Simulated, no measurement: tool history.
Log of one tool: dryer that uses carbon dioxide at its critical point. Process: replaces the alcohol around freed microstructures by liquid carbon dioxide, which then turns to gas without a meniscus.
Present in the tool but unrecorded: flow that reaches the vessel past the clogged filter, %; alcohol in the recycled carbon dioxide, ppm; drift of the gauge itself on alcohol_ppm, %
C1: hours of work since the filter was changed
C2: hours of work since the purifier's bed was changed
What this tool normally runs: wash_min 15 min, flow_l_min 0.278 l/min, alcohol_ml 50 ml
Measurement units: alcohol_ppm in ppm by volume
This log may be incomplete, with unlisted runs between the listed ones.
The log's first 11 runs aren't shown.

run 12 hour=246.5 | wash_min=15 flow_l_min=0.278 alcohol_ml=50 | C1=49 C2=277 | alcohol_ppm=193
run 13 hour=268.4 | wash_min=23 flow_l_min=0.278 alcohol_ml=50 | C1=57 C2=285 | alcohol_ppm=105
run 14 hour=288.9 | wash_min=23 flow_l_min=0.278 alcohol_ml=50 | C1=65 C2=292 | alcohol_ppm=113
run 15 hour=310.9 | wash_min=23 flow_l_min=0.278 alcohol_ml=50 | C1=73 C2=301 | alcohol_ppm=122
run 16 hour=333.0 | wash_min=23 flow_l_min=0.278 alcohol_ml=50 | C1=81 C2=309 | alcohol_ppm=116
run 17 hour=355.6 | wash_min=23 flow_l_min=0.278 alcohol_ml=50 | C1=90 C2=317 | alcohol_ppm=129
run 18 hour=367.6 | wash_min=23 flow_l_min=0.278 alcohol_ml=76 | C1=94 C2=321 | alcohol_ppm=129
run 19 hour=394.7 | wash_min=15 flow_l_min=0.278 alcohol_ml=50 | C1=104 C2=331 | alcohol_ppm=260
run 20 hour=419.4 | wash_min=15 flow_l_min=0.278 alcohol_ml=50 | C1=113 C2=340 | alcohol_ppm=270
run 21 hour=439.0 | wash_min=15 flow_l_min=0.278 alcohol_ml=50 | C1=120 C2=348 | alcohol_ppm=292
run 22 hour=458.6 | wash_min=15 flow_l_min=0.278 alcohol_ml=50 | C1=127 C2=355 | alcohol_ppm=288
run 23 hour=478.2 | wash_min=15 flow_l_min=0.278 alcohol_ml=50 | C1=135 C2=362 | alcohol_ppm=299
run 24 hour=499.8 | wash_min=15 flow_l_min=0.278 alcohol_ml=50 | C1=143 C2=370 | alcohol_ppm=320
run 25 hour=527.1 | wash_min=23 flow_l_min=0.219 alcohol_ml=33 | C1=153 C2=380 | alcohol_ppm=175
run 26 hour=551.3 | wash_min=22 flow_l_min=0.271 alcohol_ml=50 | C1=162 C2=389 | alcohol_ppm=149
run 27 hour=576.6 | wash_min=18 flow_l_min=0.278 alcohol_ml=30 | C1=171 C2=398 | alcohol_ppm=182
-- hour=585.4 inlet filter changed
run 28 hour=600.8 | wash_min=18 flow_l_min=0.278 alcohol_ml=30 | C1=6 C2=407 | alcohol_ppm=158

What will run 29 give?
run 29 hour=613.7 | wash_min=12 flow_l_min=0.278 alcohol_ml=55 | C1=10 C2=412 | alcohol_ppm=?

alcohol_ppm: 449 ppm by volume
Were there no unlogged condition in the tool, this run, its random variation unchanged, would have produced alcohol_ppm 283 ppm by volume.
